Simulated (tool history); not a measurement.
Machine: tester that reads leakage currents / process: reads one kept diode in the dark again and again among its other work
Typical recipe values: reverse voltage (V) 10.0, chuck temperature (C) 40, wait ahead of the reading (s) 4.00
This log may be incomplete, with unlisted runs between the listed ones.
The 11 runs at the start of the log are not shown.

| run | day | reverse voltage (V) | chuck temperature (C) | wait ahead of the reading (s) | current that the tester gives (pA) |
|---|---|---|---|---|---|
| 12 | 18.675 | 10.0 | 40 | 4.00 | 319.29 |
| 13 | 20.850 | 10.0 | 40 | 4.00 | 320.65 |
| 14 | 22.808 | 10.0 | 40 | 4.00 | 320.04 |
| 15 | 23.962 | 10.0 | 32 | 4.00 | 165.65 |
| 16 | 24.883 | 2.7 | 32 | 4.00 | 103.22 |
| 17 | 26.254 | 2.7 | 32 | 4.00 | 103.62 |
| 18 | 28.475 | 10.0 | 33 | 4.00 | 183.05 |
| 19 | 29.867 | 10.0 | 20 | 4.00 | 60.56 |
| 20 | 31.250 | 10.0 | 20 | 4.00 | 60.62 |
| 21 | 33.283 | 3.0 | 36 | 4.00 | 152.74 |
| 22 | 35.450 | 18.5 | 53 | 1.24 | 1131.08 |
| 23 | 36.662 | 18.5 | 29 | 1.24 | 173.11 |
| 24 | 37.812 | 10.0 | 59 | 5.88 | 1407.16 |
| 25 | 39.825 | 10.3 | 40 | 4.00 | 336.36 |
| 26 | 41.729 | 2.6 | 40 | 3.32 | 204.06 |
| 27 | 43.625 | 2.6 | 40 | 3.32 | 204.29 |
| 28 | 45.375 | 11.9 | 44 | 3.32 | 489.35 |
| 29 | 47.196 | 4.2 | 40 | 6.85 | 242.43 |
| 30 | 48.142 | 4.2 | 40 | 6.85 | 244.81 |

Run 31 comes next. What will it give?
| 31 | 49.538 | 1.8 | 40 | 4.00 | ? |

current that the tester gives (pA): 179.08
On a tool with no hidden condition, and with the same random variation, this run would have come out at current that the tester gives (pA) 169.87.

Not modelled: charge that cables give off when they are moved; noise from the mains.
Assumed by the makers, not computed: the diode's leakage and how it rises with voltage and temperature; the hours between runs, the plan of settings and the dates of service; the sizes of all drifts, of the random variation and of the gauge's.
